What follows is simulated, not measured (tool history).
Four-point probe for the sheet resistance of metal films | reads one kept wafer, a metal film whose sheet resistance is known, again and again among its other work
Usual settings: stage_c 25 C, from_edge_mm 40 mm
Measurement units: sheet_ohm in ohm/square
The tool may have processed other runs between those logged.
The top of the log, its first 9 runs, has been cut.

run	day	stage_c	from_edge_mm	touches since the probe head was changed	hours of work since the stage's thermometer was calibrated	sheet_ohm
10	10.150	25	18	25500	1032	1.584640
11	10.900	25	18	25945	1044	1.584994
12	11.667	25	40	26401	1056	1.584739
13	13.192	25	40	27304	1080	1.584124
14	14.692	25	40	28195	1104	1.583852
15	15.983	23	40	28962	1124	1.586377
16	17.271	23	40	29725	1144	1.585147
17	18.633	23	40	30533	1166	1.585534
18	19.362	23	40	30966	1177	1.585050
19	20.983	25	40	31927	1203	1.583719
20	22.279	25	40	32696	1223	1.584288
21	23.525	25	40	33435	1243	1.584132
22	24.667	26	63	34113	1261	1.582427
23	25.829	31	48	34801	1279	1.578418
24	27.417	20	16	35744	1304	1.589707
25	28.333	20	31	36288	1319	1.588480
26	29.629	21	6	37057	1339	1.597330
27	30.550	24	28	37603	1354	1.585492
28	32.129	20	11	38541	1379	1.591133

Expected results for the next run?
29	32.954	20	11	39029	1392	?

{"run 29": {"sheet_ohm": 1.590775}}
Minus the tool's unlogged condition, the same run would have read sheet_ohm 1.596837 ohm/square.
